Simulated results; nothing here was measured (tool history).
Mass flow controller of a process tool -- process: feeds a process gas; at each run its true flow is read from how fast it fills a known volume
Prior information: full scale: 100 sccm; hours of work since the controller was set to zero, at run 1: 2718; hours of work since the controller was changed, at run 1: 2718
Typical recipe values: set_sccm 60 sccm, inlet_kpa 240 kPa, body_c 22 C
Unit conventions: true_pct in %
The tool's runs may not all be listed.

run,hour,set_sccm,inlet_kpa,body_c,hours of work since the controller was set to zero,hours of work since the controller was changed,true_pct
1,0.0,60,240,22,2718,2718,98.40
2,105.3,60,240,22,2794,2794,98.16
3,247.0,60,240,22,2896,2896,98.14
4,387.7,60,240,22,2998,2998,97.92
5,508.9,60,240,22,3085,3085,97.61
6,661.8,60,240,22,3195,3195,97.52
7,833.4,60,240,22,3319,3319,97.41
8,950.7,60,240,35,3404,3404,97.67
9,1105.3,18,240,22,3515,3515,95.44
10,1210.2,20,240,22,3591,3591,95.29
11,1345.3,20,240,22,3689,3689,95.30
12,1489.4,20,240,37,3793,3793,95.61
13,1569.9,20,240,37,3851,3851,95.64
14,1661.0,20,240,37,3916,3916,95.51
15,1763.6,60,201,22,3990,3990,96.12
16,1851.5,60,240,40,4054,4054,96.62
17,1991.9,60,240,40,4155,4155,96.40
# hour 2016.6: gauge calibrated
18,2140.0,60,170,22,4262,4262,98.45
19,2281.6,60,170,22,4364,4364,98.32
20,2366.4,60,170,22,4425,4425,98.31
21,2445.5,60,170,22,4482,4482,98.02
22,2536.1,60,170,22,4548,4548,97.82
23,2728.0,60,170,22,4686,4686,97.75
24,2850.4,77,174,25,4775,4775,98.22
25,2976.2,15,266,29,4865,4865,95.72
26,3062.5,22,234,27,4928,4928,95.90
27,3191.1,22,244,29,5020,5020,95.93
28,3308.1,22,244,29,5105,5105,95.71
29,3442.6,47,192,26,5202,5202,96.43
30,3602.9,47,192,26,5318,5318,96.04
31,3708.6,47,192,26,5394,5394,96.13
32,3894.7,84,240,22,5528,5528,96.69
33,4037.8,60,188,38,5631,5631,96.46
34,4211.9,40,152,22,5757,5757,95.01
35,4333.0,17,240,27,5844,5844,94.04
36,4486.5,60,170,37,5955,5955,95.87
37,4651.4,15,158,33,6074,6074,94.03
38,4780.1,15,153,33,6167,6167,94.00
39,4864.4,84,199,26,6228,6228,95.72
40,4952.1,40,147,25,6291,6291,94.14
41,5077.2,40,147,25,6381,6381,94.18
42,5237.1,97,189,28,6497,6497,95.64

What does the tool deliver on the next run?
43,5327.5,45,240,23,6562,6562,?

Logged for run 43: true_pct 93.48 %.
Take away the tool's hidden state, keep the run-to-run variation as it was, and the same run would have given true_pct 97.90 %.

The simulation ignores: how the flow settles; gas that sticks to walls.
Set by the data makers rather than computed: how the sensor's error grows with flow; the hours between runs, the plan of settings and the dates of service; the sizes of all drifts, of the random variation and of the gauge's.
